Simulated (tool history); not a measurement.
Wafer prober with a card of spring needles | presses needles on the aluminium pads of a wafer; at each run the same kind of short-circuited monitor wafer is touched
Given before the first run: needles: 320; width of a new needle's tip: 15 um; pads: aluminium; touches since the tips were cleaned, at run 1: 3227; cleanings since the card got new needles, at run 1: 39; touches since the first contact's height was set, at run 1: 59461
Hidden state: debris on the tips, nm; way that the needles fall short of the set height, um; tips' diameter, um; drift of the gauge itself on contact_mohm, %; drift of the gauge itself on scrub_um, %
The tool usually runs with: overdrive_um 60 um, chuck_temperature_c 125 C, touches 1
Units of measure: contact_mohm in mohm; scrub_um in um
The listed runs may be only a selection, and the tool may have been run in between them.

run    hour  overdrive_um  chuck_temperature_c  touches  touches since the tips were cleaned  cleanings since the card got new needles  touches since the first contact's height was set  contact_mohm  scrub_um
  1     0.0            60                  125        1                                 3227                                        39                                             59461           176     8.329
       14.0  -- tips cleaned on abrasive film
       14.3  -- height of the first contact set anew
  2    29.7            60                  125        1                                 4694                                        40                                              4694           177     8.333
       37.6  -- tips cleaned on abrasive film
       62.1  -- tips cleaned on abrasive film
  3    74.3            65                  125        1                                 3727                                        42                                             18244           175     9.030
       88.9  -- tips cleaned on abrasive film
      113.1  -- tips cleaned on abrasive film
      139.1  -- tips cleaned on abrasive film
  4   141.3            65                  125        1                                  661                                        45                                             38572           172     9.023
      164.5  -- tips cleaned on abrasive film
  5   185.8            65                  125        1                                 6491                                        46                                             52103           173     9.020
      191.1  -- tips cleaned on abrasive film
      214.1  -- tips cleaned on abrasive film
      223.9  -- height of the first contact set anew
      237.6  -- tips cleaned on abrasive film
  6   247.1            65                  125        1                                 2893                                        49                                              7056           172     9.030
      260.5  -- tips cleaned on abrasive film
      284.9  -- tips cleaned on abrasive film
  7   301.0            65                  125        1                                 4927                                        51                                             23437           177     9.025
      310.9  -- tips cleaned on abrasive film
      335.2  -- tips cleaned on abrasive film
  8   354.8            60                  125        1                                 5959                                        53                                             39763           180     8.327
      360.5  -- tips cleaned on abrasive film
      385.5  -- tips cleaned on abrasive film
      409.7  -- tips cleaned on abrasive film
  9   415.7            60                  125        3                                 1829                                        56                                             58255           176     8.334
      433.9  -- tips cleaned on abrasive film
      434.2  -- height of the first contact set anew
      457.3  -- tips cleaned on abrasive film
 10   457.3            60                  125        3                                    0                                        58                                              7011           174     8.325
      484.8  -- tips cleaned on abrasive film
      510.4  -- tips cleaned on abrasive film
 11   522.0            60                  125        3                                 3537                                        60                                             26664           175     8.330
      537.3  -- tips cleaned on abrasive film
      562.0  -- tips cleaned on abrasive film
      585.4  -- tips cleaned on abrasive film
 12   585.7            60                  125        3                                   72                                        63                                             45992           179     8.339
      608.9  -- tips cleaned on abrasive film
 13   627.0            60                  125        1                                 5524                                        64                                             58572           173     8.336
      632.7  -- tips cleaned on abrasive film
      646.2  -- height of the first contact set anew
      660.9  -- tips cleaned on abrasive film
      686.4  -- tips cleaned on abrasive film
 14   689.1            60                  125        1                                  828                                        67                                             13027           177     8.327
      714.3  -- tips cleaned on abrasive film
      739.2  -- tips cleaned on abrasive film
 15   755.1            60                  125        1                                 4860                                        69                                             33095           177     8.324
      762.9  -- tips cleaned on abrasive film
      786.5  -- tips cleaned on abrasive film
      809.7  -- tips cleaned on abrasive film
 16   821.3            60                  125        1                                 3550                                        72                                             53177           177     8.335
      834.2  -- tips cleaned on abrasive film
      857.3  -- tips cleaned on abrasive film
      857.6  -- height of the first contact set anew
      880.3  -- tips cleaned on abrasive film
 17   882.0            45                  125        2                                  518                                        75                                              7391           181     6.240
      906.5  -- tips cleaned on abrasive film
 18   924.3            45                  125        2                                 5448                                        76                                             20285           183     6.247
      929.3  -- tips cleaned on abrasive film
      953.6  -- tips cleaned on abrasive film
      976.4  -- tips cleaned on abrasive film
 19   977.2            54                   29        1                                  228                                        79                                             36303           158     7.496
     1002.4  -- tips cleaned on abrasive film
     1028.7  -- tips cleaned on abrasive film
 20  1032.0            54                   62        1                                 1006                                        81                                             52945           165     7.506
     1054.1  -- tips cleaned on abrasive film
     1067.9  -- height of the first contact set anew
     1080.2  -- tips cleaned on abrasive film
 21  1097.1            60                  107        2                                 5144                                        83                                              8865           175     8.331
     1106.0  -- tips cleaned on abrasive film
     1129.7  -- tips cleaned on abrasive film
     1154.7  -- tips cleaned on abrasive film
 22  1154.7            69                   42        1                                    0                                        86                                             26359           156     9.586
     1178.7  -- tips cleaned on abrasive film
     1206.1  -- tips cleaned on abrasive film
 23  1209.4            69                   42        1                                  986                                        88                                             42957           159     9.574
     1231.5  -- tips cleaned on abrasive film
     1258.2  -- tips cleaned on abrasive film
 24  1266.2            73                  125        1                                 2454                                        90                                             60228           170    10.134
     1279.5  -- height of the first contact set anew
     1284.7  -- tips cleaned on abrasive film
     1309.0  -- tips cleaned on abrasive film
 25  1314.1            73                  125        1                                 1536                                        92                                             10486           171    10.132
     1333.3  -- tips cleaned on abrasive film
     1357.9  -- tips cleaned on abrasive film
 26  1372.2            65                  125        2                                 4366                                        94                                             28157           174     9.026
     1383.5  -- tips cleaned on abrasive film
     1407.6  -- tips cleaned on abrasive film
 27  1407.6            65                  125        2                                    0                                        96                                             38874           176     9.017
     1430.5  -- tips cleaned on abrasive film
 28  1444.1            54                  125        2                                 4151                                        97                                             49976           179     7.497
     1457.1  -- tips cleaned on abrasive film
     1479.9  -- tips cleaned on abrasive film
     1492.8  -- height of the first contact set anew
     1504.4  -- tips cleaned on abrasive film
 29  1511.7            54                  125        2                                 2218                                       100                                              5733           176     7.497
     1528.8  -- tips cleaned on abrasive film
     1556.2  -- tips cleaned on abrasive film
     1580.7  -- tips cleaned on abrasive film
 30  1580.7            54                  125        2                                    0                                       103                                             26694           178     7.496

Entry by entry between the runs, the difference in hidden state between the last listed run before and the first listed run after:
From run 1 to run 2: tips cleaned on abrasive film (hour 14.0); height of the first contact set anew (hour 14.3)
  debris on the tips, nm: 0.4 -> 0.5
From run 2 to run 3: tips cleaned on abrasive film (hour 37.6); tips cleaned on abrasive film (hour 62.1)
  debris on the tips, nm: 0.5 -> 0.4
From run 3 to run 4: tips cleaned on abrasive film (hour 88.9); tips cleaned on abrasive film (hour 113.1); tips cleaned on abrasive film (hour 139.1)
  debris on the tips, nm: 0.4 -> 0.2
From run 4 to run 5: tips cleaned on abrasive film (hour 164.5)
  debris on the tips, nm: 0.2 -> 0.5
From run 5 to run 6: tips cleaned on abrasive film (hour 191.1); tips cleaned on abrasive film (hour 214.1); height of the first contact set anew (hour 223.9); tips cleaned on abrasive film (hour 237.6)
  debris on the tips, nm: 0.5 -> 0.4
From run 6 to run 7: tips cleaned on abrasive film (hour 260.5); tips cleaned on abrasive film (hour 284.9)
  debris on the tips, nm: 0.4 -> 0.5
From run 7 to run 8: tips cleaned on abrasive film (hour 310.9); tips cleaned on abrasive film (hour 335.2)
  the hidden state is the same at both runs
From run 8 to run 9: tips cleaned on abrasive film (hour 360.5); tips cleaned on abrasive film (hour 385.5); tips cleaned on abrasive film (hour 409.7)
  debris on the tips, nm: 0.5 -> 0.3
From run 9 to run 10: tips cleaned on abrasive film (hour 433.9); height of the first contact set anew (hour 434.2); tips cleaned on abrasive film (hour 457.3)
  debris on the tips, nm: 0.3 -> 0
From run 10 to run 11: tips cleaned on abrasive film (hour 484.8); tips cleaned on abrasive film (hour 510.4)
  debris on the tips, nm: 0 -> 0.4
From run 11 to run 12: tips cleaned on abrasive film (hour 537.3); tips cleaned on abrasive film (hour 562.0); tips cleaned on abrasive film (hour 585.4)
  debris on the tips, nm: 0.4 -> 0
From run 12 to run 13: tips cleaned on abrasive film (hour 608.9)
  debris on the tips, nm: 0 -> 0.5
From run 13 to run 14: tips cleaned on abrasive film (hour 632.7); height of the first contact set anew (hour 646.2); tips cleaned on abrasive film (hour 660.9); tips cleaned on abrasive film (hour 686.4)
  debris on the tips, nm: 0.5 -> 0.2
From run 14 to run 15: tips cleaned on abrasive film (hour 714.3); tips cleaned on abrasive film (hour 739.2)
  debris on the tips, nm: 0.2 -> 0.5; tips' diameter, um: 15 -> 15.01
From run 15 to run 16: tips cleaned on abrasive film (hour 762.9); tips cleaned on abrasive film (hour 786.5); tips cleaned on abrasive film (hour 809.7)
  debris on the tips, nm: 0.5 -> 0.4
From run 16 to run 17: tips cleaned on abrasive film (hour 834.2); tips cleaned on abrasive film (hour 857.3); height of the first contact set anew (hour 857.6); tips cleaned on abrasive film (hour 880.3)
  debris on the tips, nm: 0.4 -> 0.1
From run 17 to run 18: tips cleaned on abrasive film (hour 906.5)
  debris on the tips, nm: 0.1 -> 0.5
From run 18 to run 19: tips cleaned on abrasive film (hour 929.3); tips cleaned on abrasive film (hour 953.6); tips cleaned on abrasive film (hour 976.4)
  debris on the tips, nm: 0.5 -> 0.1
From run 19 to run 20: tips cleaned on abrasive film (hour 1002.4); tips cleaned on abrasive film (hour 1028.7)
  debris on the tips, nm: 0.1 -> 0.2
From run 20 to run 21: tips cleaned on abrasive film (hour 1054.1); height of the first contact set anew (hour 1067.9); tips cleaned on abrasive film (hour 1080.2)
  debris on the tips, nm: 0.2 -> 0.5
From run 21 to run 22: tips cleaned on abrasive film (hour 1106.0); tips cleaned on abrasive film (hour 1129.7); tips cleaned on abrasive film (hour 1154.7)
  debris on the tips, nm: 0.5 -> 0
From run 22 to run 23: tips cleaned on abrasive film (hour 1178.7); tips cleaned on abrasive film (hour 1206.1)
  debris on the tips, nm: 0 -> 0.2
From run 23 to run 24: tips cleaned on abrasive film (hour 1231.5); tips cleaned on abrasive film (hour 1258.2)
  debris on the tips, nm: 0.2 -> 0.4
From run 24 to run 25: height of the first contact set anew (hour 1279.5); tips cleaned on abrasive film (hour 1284.7); tips cleaned on abrasive film (hour 1309.0)
  debris on the tips, nm: 0.4 -> 0.2
From run 25 to run 26: tips cleaned on abrasive film (hour 1333.3); tips cleaned on abrasive film (hour 1357.9)
  debris on the tips, nm: 0.2 -> 0.4
From run 26 to run 27: tips cleaned on abrasive film (hour 1383.5); tips cleaned on abrasive film (hour 1407.6)
  debris on the tips, nm: 0.4 -> 0
From run 27 to run 28: tips cleaned on abrasive film (hour 1430.5)
  debris on the tips, nm: 0 -> 0.4
From run 28 to run 29: tips cleaned on abrasive film (hour 1457.1); tips cleaned on abrasive film (hour 1479.9); height of the first contact set anew (hour 1492.8); tips cleaned on abrasive film (hour 1504.4)
  debris on the tips, nm: 0.4 -> 0.3
From run 29 to run 30: tips cleaned on abrasive film (hour 1528.8); tips cleaned on abrasive film (hour 1556.2); tips cleaned on abrasive film (hour 1580.7)
  debris on the tips, nm: 0.3 -> 0
